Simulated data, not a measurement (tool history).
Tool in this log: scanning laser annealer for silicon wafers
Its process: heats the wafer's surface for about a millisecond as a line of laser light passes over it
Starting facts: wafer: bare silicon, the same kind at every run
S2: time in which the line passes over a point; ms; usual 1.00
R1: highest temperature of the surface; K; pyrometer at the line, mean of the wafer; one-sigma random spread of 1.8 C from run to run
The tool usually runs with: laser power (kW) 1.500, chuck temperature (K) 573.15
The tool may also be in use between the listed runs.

{"run": 1, "day": 0.0, "laser power (kW)": 1.5, "S2": 1.0, "chuck temperature (K)": 573.15, "R1": 1287.15}
{"run": 2, "day": 0.9, "laser power (kW)": 1.5, "S2": 1.0, "chuck temperature (K)": 573.15, "R1": 1284.15}
{"run": 3, "day": 2.025, "laser power (kW)": 1.5, "S2": 1.0, "chuck temperature (K)": 573.15, "R1": 1288.15}
{"run": 4, "day": 2.646, "laser power (kW)": 1.5, "S2": 0.76, "chuck temperature (K)": 573.15, "R1": 1186.15}
{"run": 5, "day": 3.362, "laser power (kW)": 1.5, "S2": 0.76, "chuck temperature (K)": 573.15, "R1": 1188.15}
{"run": 6, "day": 4.242, "laser power (kW)": 1.5, "S2": 0.82, "chuck temperature (K)": 573.15, "R1": 1209.15}
{"run": 7, "day": 5.129, "laser power (kW)": 1.601, "S2": 1.0, "chuck temperature (K)": 573.15, "R1": 1343.15}
{"run": 8, "day": 5.942, "laser power (kW)": 1.601, "S2": 0.94, "chuck temperature (K)": 573.15, "R1": 1315.15}
{"run": 9, "day": 6.867, "laser power (kW)": 1.5, "S2": 0.83, "chuck temperature (K)": 573.15, "R1": 1208.15}
{"run": 10, "day": 7.625, "laser power (kW)": 1.5, "S2": 0.83, "chuck temperature (K)": 573.15, "R1": 1211.15}
{"run": 11, "day": 8.867, "laser power (kW)": 1.5, "S2": 0.83, "chuck temperature (K)": 573.15, "R1": 1206.15}
{"run": 12, "day": 9.862, "laser power (kW)": 1.5, "S2": 0.83, "chuck temperature (K)": 573.15, "R1": 1207.15}
{"run": 13, "day": 11.192, "laser power (kW)": 1.5, "S2": 0.83, "chuck temperature (K)": 573.15, "R1": 1212.15}
{"run": 14, "day": 11.988, "laser power (kW)": 1.5, "S2": 0.83, "chuck temperature (K)": 573.15, "R1": 1206.15}
{"run": 15, "day": 13.321, "laser power (kW)": 1.5, "S2": 0.83, "chuck temperature (K)": 573.15, "R1": 1209.15}
{"run": 16, "day": 14.279, "laser power (kW)": 1.5, "S2": 0.83, "chuck temperature (K)": 573.15, "R1": 1204.15}
{"run": 17, "day": 15.025, "laser power (kW)": 1.5, "S2": 0.83, "chuck temperature (K)": 573.15, "R1": 1202.15}
{"day": 15.65, "done": "window over the wafer cleaned"}
{"run": 18, "day": 16.1, "laser power (kW)": 1.5, "S2": 0.83, "chuck temperature (K)": 573.15, "R1": 1200.15}
{"run": 19, "day": 17.017, "laser power (kW)": 1.5, "S2": 0.83, "chuck temperature (K)": 573.15, "R1": 1197.15}
{"run": 20, "day": 18.188, "laser power (kW)": 1.446, "S2": 1.2, "chuck temperature (K)": 575.15, "R1": 1304.15}
{"run": 21, "day": 18.933, "laser power (kW)": 1.5, "S2": 1.16, "chuck temperature (K)": 549.15, "R1": 1296.15}
{"run": 22, "day": 19.962, "laser power (kW)": 1.5, "S2": 1.17, "chuck temperature (K)": 569.15, "R1": 1317.15}
{"run": 23, "day": 20.571, "laser power (kW)": 1.5, "S2": 1.17, "chuck temperature (K)": 569.15, "R1": 1316.15}
{"day": 20.767, "done": "window over the wafer cleaned, once more"}
{"run": 24, "day": 21.25, "laser power (kW)": 1.5, "S2": 1.17, "chuck temperature (K)": 569.15, "R1": 1358.15}
{"run": 25, "day": 21.804, "laser power (kW)": 1.5, "S2": 1.17, "chuck temperature (K)": 569.15, "R1": 1356.15}
{"run": 26, "day": 22.608, "laser power (kW)": 1.5, "S2": 1.17, "chuck temperature (K)": 569.15, "R1": 1358.15}
{"run": 27, "day": 23.871, "laser power (kW)": 1.5, "S2": 0.75, "chuck temperature (K)": 546.15, "R1": 1159.15}
{"run": 28, "day": 25.054, "laser power (kW)": 1.5, "S2": 0.75, "chuck temperature (K)": 546.15, "R1": 1161.15}
{"run": 29, "day": 26.154, "laser power (kW)": 1.309, "S2": 0.94, "chuck temperature (K)": 584.15, "R1": 1166.15}
{"run": 30, "day": 27.162, "laser power (kW)": 1.328, "S2": 1.22, "chuck temperature (K)": 534.15, "R1": 1216.15}
{"run": 31, "day": 28.062, "laser power (kW)": 1.328, "S2": 1.22, "chuck temperature (K)": 534.15, "R1": 1217.15}
{"run": 32, "day": 28.708, "laser power (kW)": 1.328, "S2": 1.22, "chuck temperature (K)": 534.15, "R1": 1217.15}
{"run": 33, "day": 29.525, "laser power (kW)": 1.613, "S2": 0.8, "chuck temperature (K)": 560.15, "R1": 1251.15}
{"run": 34, "day": 30.575, "laser power (kW)": 1.613, "S2": 1.13, "chuck temperature (K)": 560.15, "R1": 1392.15}
{"run": 35, "day": 31.512, "laser power (kW)": 1.323, "S2": 1.0, "chuck temperature (K)": 547.15, "R1": 1155.15}
{"run": 36, "day": 32.562, "laser power (kW)": 1.336, "S2": 0.89, "chuck temperature (K)": 606.15, "R1": 1182.15}
{"run": 37, "day": 33.492, "laser power (kW)": 1.336, "S2": 0.89, "chuck temperature (K)": 606.15, "R1": 1179.15}
{"run": 38, "day": 34.179, "laser power (kW)": 1.5, "S2": 1.08, "chuck temperature (K)": 601.15, "R1": 1334.15}

Predict each of these 5 candidate next runs independently; none follows another, all start after run 38:
{"run": "A", "day": 34.971, "laser power (kW)": 1.361, "S2": 1.16, "chuck temperature (K)": 577.15, "R1": "?"}
{"run": "B", "day": 34.971, "laser power (kW)": 1.568, "S2": 0.79, "chuck temperature (K)": 595.15, "R1": "?"}
{"run": "C", "day": 34.971, "laser power (kW)": 1.41, "S2": 0.84, "chuck temperature (K)": 550.15, "R1": "?"}
{"run": "D", "day": 34.971, "laser power (kW)": 1.57, "S2": 1.0, "chuck temperature (K)": 573.15, "R1": "?"}
{"run": "E", "day": 34.971, "laser power (kW)": 1.627, "S2": 0.73, "chuck temperature (K)": 601.15, "R1": "?"}

run=A R1=1254.15
run=B R1=1249.15
run=C R1=1144.15
run=D R1=1319.15
run=E R1=1258.15
What these runs would have given with no unlogged condition in the tool:
run=A R1=1276.15
run=B R1=1271.15
run=C R1=1163.15
run=D R1=1344.15
run=E R1=1280.15

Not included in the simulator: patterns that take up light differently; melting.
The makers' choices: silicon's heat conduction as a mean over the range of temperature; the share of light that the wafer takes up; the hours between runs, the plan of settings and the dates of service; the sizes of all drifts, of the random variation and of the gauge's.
